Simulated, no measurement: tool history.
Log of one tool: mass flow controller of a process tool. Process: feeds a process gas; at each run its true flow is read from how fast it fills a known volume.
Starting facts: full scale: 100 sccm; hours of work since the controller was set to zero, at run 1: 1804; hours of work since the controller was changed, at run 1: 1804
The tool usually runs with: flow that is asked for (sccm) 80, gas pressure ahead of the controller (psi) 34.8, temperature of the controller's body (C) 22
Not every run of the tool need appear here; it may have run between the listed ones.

run    hour  flow that is asked for (sccm)  gas pressure ahead of the controller (psi)  temperature of the controller's body (C)  hours of work since the controller was set to zero  hours of work since the controller was changed  true flow (%)
  1     0.0                             80                                        34.8                                        22                                                1804                                            1804          98.69
  2    58.2                             80                                        34.8                                        22                                                1824                                            1824          98.57
  3   164.7                             11                                        34.8                                        22                                                1861                                            1861          98.17
  4   222.0                             11                                        34.8                                        22                                                1881                                            1881          98.21
  5   351.0                             11                                        34.8                                        22                                                1925                                            1925          98.23
  6   458.8                             11                                        34.8                                        22                                                1962                                            1962          98.04
  7   548.1                             11                                        34.8                                        22                                                1993                                            1993          98.13
  8   666.9                             46                                        28.1                                        22                                                2034                                            2034          97.90
  9   779.7                             41                                        28.1                                        24                                                2073                                            2073          97.83
 10   874.8                             80                                        20.9                                        21                                                2105                                            2105          98.93
 11   980.1                             80                                        20.9                                        21                                                2142                                            2142          98.93
 12  1068.7                             21                                        38.6                                        22                                                2172                                            2172          97.51
 13  1133.1                             80                                        34.7                                        26                                                2194                                            2194          98.32

Alternative continuations, all from the tool just after run 13; predict every row:
  A  1237.1                             83                                        34.7                                        26                                                2230                                            2230              ?
  B  1237.1                             21                                        38.0                                        30                                                2230                                            2230              ?
  C  1237.1                             25                                        34.1                                        26                                                2230                                            2230              ?
  D  1237.1                             26                                        35.8                                        27                                                2230                                            2230              ?
  E  1237.1                             90                                        34.8                                        27                                                2230                                            2230              ?

run  true flow (%)
  A          98.38
  B          97.21
  C          97.44
  D          97.33
  E          98.48
What these runs would have given with no unlogged condition in the tool:
run  true flow (%)
  A          99.36
  B          97.43
  C          97.82
  D          97.74
  E          99.47
